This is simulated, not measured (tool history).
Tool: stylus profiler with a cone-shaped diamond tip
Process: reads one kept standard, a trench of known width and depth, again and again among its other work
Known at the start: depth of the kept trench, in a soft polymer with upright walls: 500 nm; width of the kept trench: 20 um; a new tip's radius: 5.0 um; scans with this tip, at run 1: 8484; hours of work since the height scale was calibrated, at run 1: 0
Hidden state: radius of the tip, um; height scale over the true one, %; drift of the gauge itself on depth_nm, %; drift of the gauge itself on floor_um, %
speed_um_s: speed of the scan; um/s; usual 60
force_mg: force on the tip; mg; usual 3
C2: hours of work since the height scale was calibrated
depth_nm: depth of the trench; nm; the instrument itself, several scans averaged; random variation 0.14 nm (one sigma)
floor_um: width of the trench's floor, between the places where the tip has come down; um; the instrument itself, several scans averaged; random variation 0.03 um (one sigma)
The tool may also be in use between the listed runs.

Run 1, day 0: usual settings; scans with this tip 8484; C2 0. Result: depth_nm 507.48 nm, floor_um 14.16 um.
Run 2, day 4.212: usual settings; scans with this tip 8763; C2 63. Result: depth_nm 507.46 nm, floor_um 14.12 um.
Run 3, day 6.646: usual settings; scans with this tip 8925; C2 99. Result: depth_nm 507.48 nm, floor_um 14.08 um.
Run 4, day 10.125: usual settings; scans with this tip 9156; C2 151. Result: depth_nm 507.52 nm, floor_um 14.04 um.
Run 5, day 12.175: usual settings; scans with this tip 9292; C2 182. Result: depth_nm 507.46 nm, floor_um 14.01 um.
Run 6, day 14.488: usual settings; scans with this tip 9446; C2 216. Result: depth_nm 507.42 nm, floor_um 14.01 um.
Run 7, day 18.396: usual settings; scans with this tip 9706; C2 274. Result: depth_nm 507.61 nm, floor_um 14.01 um.
Run 8, day 21.775: usual settings; scans with this tip 9930; C2 325. Result: depth_nm 507.96 nm, floor_um 13.92 um.
Run 9, day 26.333: usual settings but force_mg 2.58 mg; scans with this tip 10233; C2 393. Result: depth_nm 507.23 nm, floor_um 13.92 um.
Run 10, day 30.904: usual settings but force_mg 2.58 mg; scans with this tip 10536; C2 461. Result: depth_nm 507.12 nm, floor_um 13.93 um.
Run 11, day 34.992: usual settings but force_mg 2.35 mg; scans with this tip 10808; C2 522. Result: depth_nm 507.04 nm, floor_um 13.84 um.
Run 12, day 38.762: usual settings but force_mg 2.35 mg; scans with this tip 11058; C2 578. Result: depth_nm 507.04 nm, floor_um 13.76 um.
Run 13, day 41.821: usual settings but force_mg 2.35 mg; scans with this tip 11261; C2 624. Result: depth_nm 507.1 nm, floor_um 13.77 um.
Run 14, day 43.792: usual settings but force_mg 3.25 mg; scans with this tip 11392; C2 653. Result: depth_nm 508.7 nm, floor_um 13.78 um.
Run 15, day 46.292: usual settings but force_mg 4 mg; scans with this tip 11558; C2 691. Result: depth_nm 510.16 nm, floor_um 13.71 um.
Run 16, day 49.317: usual settings but force_mg 4 mg; scans with this tip 11759; C2 736. Result: depth_nm 509.86 nm, floor_um 13.81 um.
Run 17, day 53.138: usual settings; scans with this tip 12013; C2 793. Result: depth_nm 508.64 nm, floor_um 13.74 um.
Run 18, day 56.271: usual settings; scans with this tip 12221; C2 840. Result: depth_nm 508.45 nm, floor_um 13.65 um.
Run 19, day 60.604: usual settings but force_mg 6.67 mg; scans with this tip 12509; C2 904. Result: depth_nm 513.95 nm, floor_um 13.66 um.
Run 20, day 64.2: usual settings but force_mg 6.67 mg; scans with this tip 12748; C2 958. Result: depth_nm 513.88 nm, floor_um 13.68 um.
Run 21, day 66.508: usual settings but speed_um_s 21 um/s; scans with this tip 12901; C2 992. Result: depth_nm 508.78 nm, floor_um 13.67 um.
Run 22, day 69.05: usual settings; scans with this tip 13070; C2 1030. Result: depth_nm 508.73 nm, floor_um 13.56 um.
Run 23, day 72.283: usual settings; scans with this tip 13285; C2 1079. Result: depth_nm 508.74 nm, floor_um 13.51 um.
Run 24, day 76.225: usual settings but force_mg 4.36 mg; scans with this tip 13546; C2 1137. Result: depth_nm 511.28 nm, floor_um 13.53 um.
Run 25, day 80.071: usual settings but speed_um_s 27 um/s, force_mg 2.28 mg; scans with this tip 13802; C2 1195. Result: depth_nm 508.02 nm, floor_um 13.51 um.
Run 26, day 82.458: usual settings but speed_um_s 36 um/s, force_mg 1.09 mg; scans with this tip 13960; C2 1230. Result: depth_nm 505.58 nm, floor_um 13.44 um.
At day 85.858: new tip fitted, height scale calibrated.
Run 27, day 85.858: usual settings but speed_um_s 36 um/s, force_mg 1.09 mg; scans with this tip 0; C2 0. Result: depth_nm 504.11 nm, floor_um 15.42 um.
Run 28, day 90.117: usual settings but speed_um_s 44 um/s, force_mg 7.38 mg; scans with this tip 283; C2 64. Result: depth_nm 514.13 nm, floor_um 15.44 um.
Run 29, day 92.996: usual settings but speed_um_s 44 um/s, force_mg 7.38 mg; scans with this tip 474; C2 107. Result: depth_nm 514.06 nm, floor_um 15.44 um.
Run 30, day 97.4: usual settings but speed_um_s 130 um/s, force_mg 3.19 mg; scans with this tip 766; C2 172. Result: depth_nm 508.07 nm, floor_um 15.21 um.
Run 31, day 101.192: usual settings but speed_um_s 15 um/s, force_mg 1.03 mg; scans with this tip 1018; C2 229. Result: depth_nm 504.08 nm, floor_um 15.31 um.
Run 32, day 105.529: usual settings but speed_um_s 15 um/s, force_mg 1.03 mg; scans with this tip 1306; C2 294. Result: depth_nm 504.39 nm, floor_um 15.33 um.
Run 33, day 107.771: usual settings but speed_um_s 17 um/s, force_mg 2.9 mg; scans with this tip 1455; C2 327. Result: depth_nm 508.02 nm, floor_um 15.3 um.
Run 34, day 109.758: usual settings but force_mg 8.14 mg; scans with this tip 1587; C2 357. Result: depth_nm 515.35 nm, floor_um 15.2 um.
Run 35, day 112.625: usual settings but force_mg 8.14 mg; scans with this tip 1777; C2 399. Result: depth_nm 515.64 nm, floor_um 15.18 um.
Run 36, day 114.771: usual settings but speed_um_s 17 um/s, force_mg 3.86 mg; scans with this tip 1920; C2 431. Result: depth_nm 509.78 nm, floor_um 15.24 um.
Run 37, day 119.271: usual settings but speed_um_s 48 um/s, force_mg 4.06 mg; scans with this tip 2219; C2 499. Result: depth_nm 510.12 nm, floor_um 15.09 um.
Run 38, day 122.65: usual settings but speed_um_s 28 um/s, force_mg 1.16 mg; scans with this tip 2443; C2 549. Result: depth_nm 505.12 nm, floor_um 15.07 um.
Run 39, day 126.054: usual settings but speed_um_s 39 um/s, force_mg 4.07 mg; scans with this tip 2669; C2 600. Result: depth_nm 510.25 nm, floor_um 15.09 um.
Run 40, day 129.433: usual settings but speed_um_s 39 um/s, force_mg 4.07 mg; scans with this tip 2894; C2 650. Result: depth_nm 510.37 nm, floor_um 15.02 um.
Run 41, day 132.962: usual settings but speed_um_s 39 um/s, force_mg 4.07 mg; scans with this tip 3128; C2 703. Result: depth_nm 510.49 nm, floor_um 14.98 um.
Run 42, day 136.846: usual settings but speed_um_s 39 um/s, force_mg 4.07 mg; scans with this tip 3386; C2 761. Result: depth_nm 510.51 nm, floor_um 14.87 um.
Run 43, day 139.167: usual settings but speed_um_s 39 um/s, force_mg 4.07 mg; scans with this tip 3540; C2 795. Result: depth_nm 510.53 nm, floor_um 14.89 um.
Run 44, day 141.433: usual settings but speed_um_s 39 um/s, force_mg 4.07 mg; scans with this tip 3691; C2 829. Result: depth_nm 510.31 nm, floor_um 14.88 um.
Run 45, day 145.421: usual settings but speed_um_s 39 um/s, force_mg 4.07 mg; scans with this tip 3956; C2 889. Result: depth_nm 511 nm, floor_um 14.86 um.
Run 46, day 148.438: usual settings but speed_um_s 39 um/s, force_mg 4.07 mg; scans with this tip 4156; C2 934. Result: depth_nm 511.31 nm, floor_um 14.8 um.
Run 47, day 151.05: usual settings but speed_um_s 39 um/s, force_mg 4.07 mg; scans with this tip 4330; C2 973. Result: depth_nm 510.99 nm, floor_um 14.79 um.

Forecast each of these 3 alternatives for the next run:
Run A, day 153.65: usual settings but speed_um_s 35 um/s, force_mg 4.07 mg; scans with this tip 4502; C2 1012. Result: depth_nm ?, floor_um ?.
Run B, day 153.65: usual settings but speed_um_s 152 um/s, force_mg 1.67 mg; scans with this tip 4502; C2 1012. Result: depth_nm ?, floor_um ?.
Run C, day 153.65: usual settings but speed_um_s 15 um/s, force_mg 8.03 mg; scans with this tip 4502; C2 1012. Result: depth_nm ?, floor_um ?.

run  depth_nm  floor_um
  A    511.35     14.81
  B    506.97     14.44
  C    516.19     14.87
Without the tool's hidden state the same runs would have given:
run  depth_nm  floor_um
  A    509.38     15.61
  B    505.02     15.24
  C     514.2     15.68
